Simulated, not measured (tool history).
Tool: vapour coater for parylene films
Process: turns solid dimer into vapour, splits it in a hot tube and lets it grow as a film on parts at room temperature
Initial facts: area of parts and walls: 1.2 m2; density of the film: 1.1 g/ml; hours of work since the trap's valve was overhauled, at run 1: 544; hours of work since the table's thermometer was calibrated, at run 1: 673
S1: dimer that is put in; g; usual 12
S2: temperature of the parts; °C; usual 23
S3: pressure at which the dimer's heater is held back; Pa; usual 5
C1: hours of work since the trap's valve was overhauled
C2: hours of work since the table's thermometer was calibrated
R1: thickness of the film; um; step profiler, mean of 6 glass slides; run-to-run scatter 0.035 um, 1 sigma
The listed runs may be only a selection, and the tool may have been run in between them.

run   hour  S1  S2    S3   C1   C2    R1
  1      0  12  23     5  544  673  5.83
  2   18.1  12  23     5  558  688  5.79
      33.1  -- trap's valve overhauled
  3   36.7  12  23     5    3  699  5.93
  4   47.9  12  23     5   12  709  5.97
  5   63.3  12  23     5   25  721  5.91
  6   75.8  12  23     5   35  731  5.92
  7   88.4  12  23     5   45  741  5.89
  8  102.5  12  23     5   56  753  5.84
  9  117.1  12  23   9.7   68  765  5.68
 10  141.8  12  27     5   88  785  5.16
 11  152.7  12  18     5   97  793  6.89
 12  173.5  12  18     5  114  810  6.97
 13  194.5   6  23  2.29  131  827  3.14
 14  214.9   6  23  2.29  147  844  3.17
 15  226.4  12  31     5  157  853   4.6
 16  242.8  17  21  8.56  170  867  8.67
 17  268.5  17  21   2.2  191  887  9.45
 18  279.8  13  25  2.69  200  897  6.32
 19  301.9   9  26  2.69  218  914  4.29
 20  318.5  16  26  2.69  231  928  7.56
 21  343.5  16  26  2.69  252  948  7.52
 22  362.5  16  26  2.69  267  964  7.61
 23  377.9  10  17  2.53  280  976   6.4

Forecast each of these 5 alternatives for the next run:
  A  398.5   6  22  7.38  296  993   ?
  B  398.5  10  16  7.27  296  993   ?
  C  398.5  12  23  2.03  296  993   ?
  D  398.5  19  30     5  296  993   ?
  E  398.5   8  23     5  296  993   ?

run    R1
  A  3.01
  B  6.05
  C  6.44
  D  7.59
  E  3.99
Without the tool's hidden state the same runs would have given:
run    R1
  A  2.96
  B  5.94
  C  6.33
  D  7.46
  E  3.92

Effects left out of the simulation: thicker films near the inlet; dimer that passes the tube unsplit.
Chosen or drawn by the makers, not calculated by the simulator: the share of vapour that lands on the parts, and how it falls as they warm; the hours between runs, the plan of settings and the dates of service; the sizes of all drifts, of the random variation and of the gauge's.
